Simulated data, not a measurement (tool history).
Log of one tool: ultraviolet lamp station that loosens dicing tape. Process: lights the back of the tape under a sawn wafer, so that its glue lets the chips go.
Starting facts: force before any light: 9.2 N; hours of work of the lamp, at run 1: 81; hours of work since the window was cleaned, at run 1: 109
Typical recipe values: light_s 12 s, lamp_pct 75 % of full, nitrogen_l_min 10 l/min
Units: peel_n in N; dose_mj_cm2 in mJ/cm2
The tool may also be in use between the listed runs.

| run | hour | light_s | lamp_pct | nitrogen_l_min | hours of work of the lamp | hours of work since the window was cleaned | peel_n | dose_mj_cm2 |
|---|---|---|---|---|---|---|---|---|
| 1 | 0.0 | 12 | 75 | 10 | 81 | 109 | 0.584 | 327 |
| 2 | 27.2 | 12 | 75 | 10 | 99 | 127 | 0.577 | 316 |
| 3 | 43.6 | 14 | 75 | 10 | 109 | 138 | 0.403 | 371 |
| 4 | 70.9 | 12 | 75 | 6 | 127 | 156 | 0.762 | 318 |
| 5 | 103.6 | 12 | 75 | 6 | 149 | 177 | 0.829 | 317 |
| 6 | 124.7 | 12 | 75 | 9 | 163 | 191 | 0.639 | 312 |
| 7 | 151.8 | 12 | 75 | 9 | 180 | 209 | 0.683 | 309 |
| 8 | 169.6 | 12 | 75 | 9 | 192 | 221 | 0.657 | 307 |
| 9 | 202.0 | 12 | 75 | 9 | 213 | 242 | 0.701 | 304 |
|  | 205.2 | window cleaned of glue's vapour |
| 10 | 226.9 | 12 | 75 | 7 | 229 | 14 | 0.853 | 294 |
| 11 | 257.2 | 12 | 78 | 10 | 249 | 34 | 0.649 | 297 |
| 12 | 277.4 | 12 | 75 | 10 | 263 | 47 | 0.740 | 281 |
| 13 | 295.0 | 18 | 75 | 6 | 274 | 59 | 0.405 | 424 |
| 14 | 310.2 | 10 | 72 | 8 | 284 | 69 | 1.323 | 225 |
|  | 318.1 | window cleaned of glue's vapour, once more |
| 15 | 335.0 | 23 | 99 | 4 | 300 | 11 | 0.194 | 812 |
| 16 | 360.0 | 23 | 99 | 4 | 317 | 28 | 0.196 | 801 |
| 17 | 380.2 | 21 | 80 | 4 | 330 | 41 | 0.263 | 586 |
| 18 | 409.5 | 21 | 80 | 4 | 349 | 60 | 0.283 | 582 |
| 19 | 438.7 | 21 | 77 | 5 | 368 | 79 | 0.256 | 556 |
| 20 | 472.2 | 8 | 75 | 9 | 390 | 101 | 1.446 | 204 |
| 21 | 494.7 | 8 | 81 | 19 | 405 | 116 | 1.044 | 222 |
| 22 | 517.5 | 8 | 81 | 19 | 420 | 131 | 1.030 | 219 |
| 23 | 537.7 | 8 | 81 | 19 | 433 | 144 | 1.007 | 214 |
| 24 | 553.7 | 12 | 75 | 7 | 444 | 155 | 0.826 | 300 |

How the hidden state differs across the entries between the runs, from the last listed run before each to the first after it:
Runs 9 to 10: window cleaned of glue's vapour (hour 205.2)
  lamp's light, % of a new lamp's: 95.8 -> 95.5; light that the window lets through, % of a clean one's: 92.9 -> 89.1
  measured result minus the result with no hidden state, peel_n: +0.157 -> +0.246 N; dose_mj_cm2: -37 -> -51 mJ/cm2
Runs 14 to 15: window cleaned of glue's vapour, once more (hour 318.1)
  lamp's light, % of a new lamp's: 94.6 -> 94.3; light that the window lets through, % of a clean one's: 87.6 -> 99.6
  measured result minus the result with no hidden state, peel_n: +0.402 -> +0.006 N; dose_mj_cm2: -47 -> -52 mJ/cm2
